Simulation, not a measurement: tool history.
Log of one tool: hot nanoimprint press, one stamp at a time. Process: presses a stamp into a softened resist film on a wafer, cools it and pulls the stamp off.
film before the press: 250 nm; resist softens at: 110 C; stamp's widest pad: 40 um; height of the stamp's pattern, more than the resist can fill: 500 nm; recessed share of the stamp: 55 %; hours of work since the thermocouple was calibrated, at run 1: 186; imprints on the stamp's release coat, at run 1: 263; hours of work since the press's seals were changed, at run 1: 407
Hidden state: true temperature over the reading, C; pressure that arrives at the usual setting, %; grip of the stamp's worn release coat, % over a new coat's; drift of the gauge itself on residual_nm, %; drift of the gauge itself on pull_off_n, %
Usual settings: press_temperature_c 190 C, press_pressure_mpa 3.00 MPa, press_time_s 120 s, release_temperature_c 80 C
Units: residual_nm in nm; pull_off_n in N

run,day,press_temperature_c,press_pressure_mpa,press_time_s,release_temperature_c,hours of work since the thermocouple was calibrated,imprints on the stamp's release coat,hours of work since the press's seals were changed,residual_nm,pull_off_n
1,0.000,190,3.00,120,80,186,263,407,97.7,212
2,2.079,190,3.00,120,80,213,423,434,97.3,202
3,3.958,190,3.00,120,80,237,568,459,97.9,195
4,6.212,190,3.00,120,67,267,742,488,97.5,245
# day 7.775: press's hydraulic seals changed and the load cell set to zero
5,7.888,190,3.00,120,67,284,845,1,97.6,248
# day 8.858: plate thermocouple calibrated
6,10.179,190,3.00,69,67,17,1012,30,119.5,247
7,11.762,190,3.00,69,67,38,1134,50,119.5,249
8,13.696,190,3.00,69,67,63,1283,75,119.7,236
9,14.996,190,3.00,69,67,80,1383,92,119.5,235
10,17.092,190,3.00,69,67,107,1544,119,119.2,240
# day 17.967: stamp cleaned and given a new release coat
11,19.538,190,3.00,69,67,135,121,148,118.6,244
12,21.754,190,3.00,69,67,164,292,176,118.5,241
13,23.496,190,3.00,101,80,186,426,199,103.1,203
14,25.012,178,3.00,101,80,206,543,219,154.7,196
15,27.171,178,3.00,101,80,234,709,247,154.2,201
16,29.350,181,3.00,101,69,262,877,275,140.7,244
17,30.475,181,3.32,101,71,277,963,289,133.6,237
# day 31.900: plate thermocouple calibrated
18,32.383,200,3.00,120,74,6,1101,313,67.6,220
19,34.121,191,3.00,120,77,29,1234,335,92.6,211
20,35.288,190,3.00,119,80,44,1324,350,96.3,195
21,36.833,194,3.30,73,72,64,1443,370,96.5,226
# day 38.892: stamp cleaned and given a new release coat
22,39.242,194,3.30,73,72,92,27,398,96.7,224
# day 40.712: gauge calibrated
23,40.921,194,3.30,73,72,114,156,420,98.8,230
24,43.308,178,3.26,198,80,145,339,451,122.3,199
25,45.008,190,4.59,120,66,167,470,473,78.5,255
26,46.046,190,4.59,120,66,180,551,486,78.7,257
# day 47.767: press's hydraulic seals changed and the load cell set to zero
27,48.133,190,4.59,120,66,203,685,5,78.6,249
28,49.683,193,4.20,70,70,223,805,25,90.9,235
29,51.121,190,3.00,120,80,242,915,43,97.0,199

Measured less the same run without the tool's hidden state. The same run-to-run variation is in both; the gauge's scatter may not be:
run,residual_nm
1,-0.1
2,-0.2
3,-0.3
4,-0.4
5,-0.5
6,-0.7
7,-0.7
8,-0.9
9,-1.0
10,-1.2
11,-1.3
12,-1.4
13,-1.4
14,-2.1
15,-2.3
16,-2.3
17,-2.2
18,-1.2
19,-1.7
20,-1.8
21,-1.9
22,-2.0
23,+0.0
24,-0.2
25,-0.1
26,-0.2
27,-0.4
28,-0.5
29,-0.6
pull_off_n: within 2 N of the measured result in every run.

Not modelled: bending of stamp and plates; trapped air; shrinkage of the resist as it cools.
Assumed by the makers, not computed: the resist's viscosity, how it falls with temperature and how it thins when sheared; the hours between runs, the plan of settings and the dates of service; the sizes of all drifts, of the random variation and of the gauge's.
